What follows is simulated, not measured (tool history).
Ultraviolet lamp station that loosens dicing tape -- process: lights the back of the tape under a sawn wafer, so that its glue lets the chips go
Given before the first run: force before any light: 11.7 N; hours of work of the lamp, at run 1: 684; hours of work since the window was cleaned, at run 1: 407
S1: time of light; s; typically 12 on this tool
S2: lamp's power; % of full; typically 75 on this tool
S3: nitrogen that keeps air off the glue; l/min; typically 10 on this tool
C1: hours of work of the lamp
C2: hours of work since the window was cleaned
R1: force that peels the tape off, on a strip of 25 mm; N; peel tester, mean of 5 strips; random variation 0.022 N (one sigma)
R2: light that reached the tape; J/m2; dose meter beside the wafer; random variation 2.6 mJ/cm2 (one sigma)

Run 1, hour 0: usual settings; C1 684; C2 407. Result: R1 1.663 N, R2 2660 J/m2.
At hour 16: window cleaned of glue's vapour.
Run 2, hour 29.4: usual settings but S1 18 s; C1 697; C2 6. Result: R1 0.772 N, R2 3890 J/m2.
Run 3, hour 90.3: usual settings but S1 18 s; C1 722; C2 31. Result: R1 0.804 N, R2 3810 J/m2.
Run 4, hour 127.7: usual settings but S1 18 s; C1 738; C2 47. Result: R1 0.798 N, R2 3770 J/m2.
Run 5, hour 192.8: usual settings; C1 765; C2 74. Result: R1 1.894 N, R2 2500 J/m2.
Run 6, hour 254.1: usual settings; C1 791; C2 100. Result: R1 1.916 N, R2 2440 J/m2.
Run 7, hour 313.6: usual settings; C1 816; C2 125. Result: R1 2.014 N, R2 2410 J/m2.
Run 8, hour 343.2: usual settings; C1 828; C2 137. Result: R1 2.07 N, R2 2410 J/m2.
At hour 387.3: window cleaned of glue's vapour, once more.
Run 9, hour 390.2: usual settings but S3 8 l/min; C1 848; C2 1. Result: R1 1.674 N, R2 2900 J/m2.
Run 10, hour 442.3: usual settings but S3 8 l/min; C1 869; C2 23. Result: R1 1.739 N, R2 2840 J/m2.
Run 11, hour 494.9: usual settings but S3 8 l/min; C1 891; C2 45. Result: R1 1.773 N, R2 2860 J/m2.
Run 12, hour 528.8: usual settings but S3 8 l/min; C1 906; C2 59. Result: R1 1.832 N, R2 2870 J/m2.
Run 13, hour 556.2: usual settings but S2 70 % of full; C1 917; C2 71. Result: R1 1.782 N, R2 2660 J/m2.
Run 14, hour 591.8: usual settings but S1 7 s, S2 66 % of full, S3 9 l/min; C1 932; C2 86. Result: R1 4.294 N, R2 1450 J/m2.
Run 15, hour 652.1: usual settings but S1 9 s; C1 957; C2 111. Result: R1 2.675 N, R2 2110 J/m2.
Run 16, hour 708.1: usual settings but S1 9 s, S2 66 % of full, S3 3 l/min; C1 981; C2 134. Result: R1 5.136 N, R2 1820 J/m2.
Run 17, hour 765.3: usual settings but S1 9 s, S2 76 % of full, S3 3 l/min; C1 1005; C2 158. Result: R1 4.432 N, R2 2080 J/m2.
Run 18, hour 820.1: usual settings but S1 9 s, S2 76 % of full, S3 3 l/min; C1 1028; C2 181. Result: R1 4.493 N, R2 2070 J/m2.
Run 19, hour 853.1: usual settings but S1 9 s, S2 76 % of full, S3 3 l/min; C1 1042; C2 195. Result: R1 4.52 N, R2 2020 J/m2.
Run 20, hour 910.8: usual settings but S1 13 s, S2 76 % of full, S3 18 l/min; C1 1066; C2 219. Result: R1 1.013 N, R2 2920 J/m2.
Run 21, hour 950.6: usual settings but S1 13 s, S2 76 % of full, S3 18 l/min; C1 1082; C2 236. Result: R1 1.012 N, R2 2890 J/m2.
Run 22, hour 1013.2: usual settings but S2 93 % of full, S3 3 l/min; C1 1109; C2 262. Result: R1 2.744 N, R2 3230 J/m2.
Run 23, hour 1078.3: usual settings but S2 100 % of full; C1 1136; C2 290. Result: R1 1.055 N, R2 3400 J/m2.
Run 24, hour 1119.5: usual settings but S2 100 % of full; C1 1153; C2 307. Result: R1 1.047 N, R2 3410 J/m2.
Run 25, hour 1187.4: usual settings but S3 11 l/min; C1 1182; C2 335. Result: R1 1.82 N, R2 2510 J/m2.

Below are 3 alternative next runs, each starting from the tool's condition after run 25. Predict each:
Run A, hour 1237.2: usual settings but S1 22 s, S2 83 % of full, S3 6 l/min; C1 1202; C2 356. Result: R1 ?, R2 ?.
Run B, hour 1237.2: usual settings but S1 10 s; C1 1202; C2 356. Result: R1 ?, R2 ?.
Run C, hour 1237.2: usual settings but S2 65 % of full; C1 1202; C2 356. Result: R1 ?, R2 ?.

run     R1    R2
  A  0.638  5020
  B  2.585  2020
  C  2.605  2140
Had the tool no hidden state, the same runs would have come out as:
run     R1    R2
  A  0.275  6840
  B  1.533  2770
  C  1.515  2920
